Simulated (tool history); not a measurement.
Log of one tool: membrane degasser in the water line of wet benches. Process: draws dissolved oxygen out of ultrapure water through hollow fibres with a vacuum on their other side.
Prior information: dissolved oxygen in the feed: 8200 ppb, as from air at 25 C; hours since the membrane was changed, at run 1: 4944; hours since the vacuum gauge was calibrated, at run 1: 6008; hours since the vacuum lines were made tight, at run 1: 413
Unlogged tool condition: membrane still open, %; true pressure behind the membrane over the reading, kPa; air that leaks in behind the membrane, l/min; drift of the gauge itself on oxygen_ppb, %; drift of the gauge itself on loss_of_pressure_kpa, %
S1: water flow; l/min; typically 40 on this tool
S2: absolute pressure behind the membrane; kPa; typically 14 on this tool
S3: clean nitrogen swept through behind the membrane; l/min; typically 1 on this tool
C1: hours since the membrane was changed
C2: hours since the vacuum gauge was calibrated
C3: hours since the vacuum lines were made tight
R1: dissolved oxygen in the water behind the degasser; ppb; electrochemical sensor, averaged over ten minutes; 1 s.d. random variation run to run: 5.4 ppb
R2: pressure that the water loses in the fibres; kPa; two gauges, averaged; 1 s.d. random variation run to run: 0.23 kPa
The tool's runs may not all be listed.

{"run": 1, "hour": 0.0, "S1": 40, "S2": 14, "S3": 1, "C1": 4944, "C2": 6008, "C3": 413, "R1": 826.6, "R2": 57.78}
{"run": 2, "hour": 101.8, "S1": 40, "S2": 14, "S3": 1, "C1": 5046, "C2": 6109, "C3": 514, "R1": 836.5, "R2": 57.48}
{"run": 3, "hour": 176.8, "S1": 40, "S2": 14, "S3": 1, "C1": 5121, "C2": 6184, "C3": 589, "R1": 836, "R2": 57.58}
{"run": 4, "hour": 255.3, "S1": 40, "S2": 14, "S3": 1, "C1": 5199, "C2": 6263, "C3": 668, "R1": 842.9, "R2": 57.73}
{"run": 5, "hour": 309.4, "S1": 40, "S2": 14, "S3": 1, "C1": 5253, "C2": 6317, "C3": 722, "R1": 829.4, "R2": 57.21}
{"run": 6, "hour": 396.0, "S1": 40, "S2": 14, "S3": 1, "C1": 5340, "C2": 6404, "C3": 809, "R1": 840, "R2": 57.56}
{"run": 7, "hour": 493.9, "S1": 40, "S2": 14, "S3": 1.02, "C1": 5438, "C2": 6502, "C3": 906, "R1": 824.7, "R2": 57.37}
{"run": 8, "hour": 620.3, "S1": 40, "S2": 14, "S3": 1.02, "C1": 5564, "C2": 6628, "C3": 1033, "R1": 821.6, "R2": 57.85}
{"run": 9, "hour": 687.7, "S1": 40, "S2": 14, "S3": 1, "C1": 5632, "C2": 6695, "C3": 1100, "R1": 842.7, "R2": 57.25}
{"run": 10, "hour": 750.9, "S1": 40, "S2": 14, "S3": 1, "C1": 5695, "C2": 6759, "C3": 1163, "R1": 835.7, "R2": 57.62}
{"run": 11, "hour": 816.9, "S1": 40, "S2": 14, "S3": 0.62, "C1": 5761, "C2": 6825, "C3": 1229, "R1": 1144.8, "R2": 57.87}
{"run": 12, "hour": 887.7, "S1": 40, "S2": 9.1, "S3": 0.62, "C1": 5832, "C2": 6895, "C3": 1300, "R1": 677, "R2": 57.42}
{"run": 13, "hour": 990.5, "S1": 40, "S2": 9.1, "S3": 0.62, "C1": 5934, "C2": 6998, "C3": 1403, "R1": 678.9, "R2": 57.32}
{"run": 14, "hour": 1067.2, "S1": 40, "S2": 9.1, "S3": 0.62, "C1": 6011, "C2": 7075, "C3": 1480, "R1": 681.2, "R2": 57.67}
{"run": 15, "hour": 1136.0, "S1": 40, "S2": 14, "S3": 1, "C1": 6080, "C2": 7144, "C3": 1549, "R1": 836.9, "R2": 57.43}
{"run": 16, "hour": 1250.4, "S1": 40, "S2": 14, "S3": 1, "C1": 6194, "C2": 7258, "C3": 1663, "R1": 831.9, "R2": 57.62}
{"run": 17, "hour": 1354.2, "S1": 40, "S2": 14, "S3": 1, "C1": 6298, "C2": 7362, "C3": 1767, "R1": 840.6, "R2": 57.34}
{"run": 18, "hour": 1448.7, "S1": 40, "S2": 14, "S3": 1, "C1": 6393, "C2": 7456, "C3": 1861, "R1": 833.6, "R2": 58.07}
{"run": 19, "hour": 1535.1, "S1": 28, "S2": 14, "S3": 0.56, "C1": 6479, "C2": 7543, "C3": 1948, "R1": 956.1, "R2": 40.1}
{"run": 20, "hour": 1667.4, "S1": 41, "S2": 14, "S3": 0.59, "C1": 6611, "C2": 7675, "C3": 2080, "R1": 1205.8, "R2": 59.37}
{"run": 21, "hour": 1739.9, "S1": 41, "S2": 14, "S3": 0.59, "C1": 6684, "C2": 7748, "C3": 2152, "R1": 1206.1, "R2": 59.1}
{"run": 22, "hour": 1821.7, "S1": 57, "S2": 22, "S3": 2.85, "C1": 6766, "C2": 7829, "C3": 2234, "R1": 908.6, "R2": 82.19}
{"run": 23, "hour": 1921.2, "S1": 48, "S2": 11.8, "S3": 1.49, "C1": 6865, "C2": 7929, "C3": 2334, "R1": 625.2, "R2": 69.03}
{"run": 24, "hour": 2029.1, "S1": 30, "S2": 24.8, "S3": 0.64, "C1": 6973, "C2": 8037, "C3": 2442, "R1": 1651.3, "R2": 43.05}
{"run": 25, "hour": 2127.1, "S1": 40, "S2": 9.8, "S3": 0.45, "C1": 7071, "C2": 8135, "C3": 2540, "R1": 909.6, "R2": 58.09}
{"run": 26, "hour": 2248.2, "S1": 40, "S2": 9.8, "S3": 0.45, "C1": 7192, "C2": 8256, "C3": 2661, "R1": 914.8, "R2": 57.57}
{"run": 27, "hour": 2330.2, "S1": 40, "S2": 9.8, "S3": 0.45, "C1": 7274, "C2": 8338, "C3": 2743, "R1": 908.5, "R2": 57.51}
{"run": 28, "hour": 2436.7, "S1": 40, "S2": 9.8, "S3": 0.45, "C1": 7381, "C2": 8444, "C3": 2849, "R1": 906.3, "R2": 57.55}
{"run": 29, "hour": 2564.4, "S1": 40, "S2": 9.8, "S3": 0.45, "C1": 7508, "C2": 8572, "C3": 2977, "R1": 904.4, "R2": 57.89}
{"run": 30, "hour": 2671.5, "S1": 40, "S2": 23.6, "S3": 2.82, "C1": 7615, "C2": 8679, "C3": 3084, "R1": 663.8, "R2": 57.93}
{"hour": 2773.8, "done": "vacuum gauge calibrated"}
{"run": 31, "hour": 2789.8, "S1": 40, "S2": 23.6, "S3": 2.82, "C1": 7733, "C2": 16, "C3": 3202, "R1": 658.8, "R2": 57.6}

For each entry between runs, how does the tool's hidden state at the last listed run before it compare with that at the first listed run after it?
In the gap between runs 30 and 31: vacuum gauge calibrated (hour 2773.8)
  true pressure behind the membrane over the reading, kPa: 0.01 -> 0
